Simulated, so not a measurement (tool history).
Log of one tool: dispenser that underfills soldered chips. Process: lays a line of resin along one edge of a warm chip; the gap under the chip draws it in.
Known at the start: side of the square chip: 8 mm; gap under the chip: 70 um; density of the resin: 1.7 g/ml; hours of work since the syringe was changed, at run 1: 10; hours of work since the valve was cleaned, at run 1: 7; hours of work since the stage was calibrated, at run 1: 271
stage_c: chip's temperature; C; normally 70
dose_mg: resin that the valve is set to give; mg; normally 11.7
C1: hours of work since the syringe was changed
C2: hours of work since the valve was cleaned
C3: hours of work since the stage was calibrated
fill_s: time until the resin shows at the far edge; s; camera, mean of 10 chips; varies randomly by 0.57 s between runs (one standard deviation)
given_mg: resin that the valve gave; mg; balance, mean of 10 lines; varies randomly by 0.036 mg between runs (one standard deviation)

run 1 hour=0.0 | stage_c=70 dose_mg=11.7 | C1=10 C2=7 C3=271 | fill_s=79.5 given_mg=11.63
-- hour=1.5 new syringe of resin
run 2 hour=11.7 | stage_c=70 dose_mg=11.7 | C1=8 C2=16 C3=280 | fill_s=70.4 given_mg=11.60
-- hour=15.0 new syringe of resin
run 3 hour=22.5 | stage_c=70 dose_mg=14.3 | C1=6 C2=24 C3=288 | fill_s=65.5 given_mg=14.04
-- hour=28.9 new syringe of resin
run 4 hour=37.3 | stage_c=70 dose_mg=14.3 | C1=6 C2=35 C3=299 | fill_s=67.1 given_mg=14.08
-- hour=41.9 new syringe of resin
run 5 hour=46.0 | stage_c=70 dose_mg=14.3 | C1=3 C2=41 C3=305 | fill_s=58.5 given_mg=13.91
-- hour=55.0 new syringe of resin
run 6 hour=58.4 | stage_c=74 dose_mg=14.3 | C1=3 C2=51 C3=315 | fill_s=50.3 given_mg=13.89
run 7 hour=65.7 | stage_c=74 dose_mg=14.3 | C1=8 C2=56 C3=320 | fill_s=66.2 given_mg=13.83
-- hour=68.2 new syringe of resin
run 8 hour=76.7 | stage_c=74 dose_mg=14.3 | C1=6 C2=64 C3=328 | fill_s=60.0 given_mg=13.81

Estimate the outcome of run 9 from the log above:
-- hour=80.5 dispensing valve cleaned and set on the balance
-- hour=82.6 new syringe of resin
run 9 hour=86.3 | stage_c=57 dose_mg=11.9 | C1=3 C2=4 C3=335 | fill_s=? given_mg=?

Run 9 gave fill_s 91.6 s, given_mg 11.88 mg.
Were there no unlogged condition in the tool, this run, its random variation unchanged, would have produced fill_s 75.4 s, given_mg 11.90 mg.

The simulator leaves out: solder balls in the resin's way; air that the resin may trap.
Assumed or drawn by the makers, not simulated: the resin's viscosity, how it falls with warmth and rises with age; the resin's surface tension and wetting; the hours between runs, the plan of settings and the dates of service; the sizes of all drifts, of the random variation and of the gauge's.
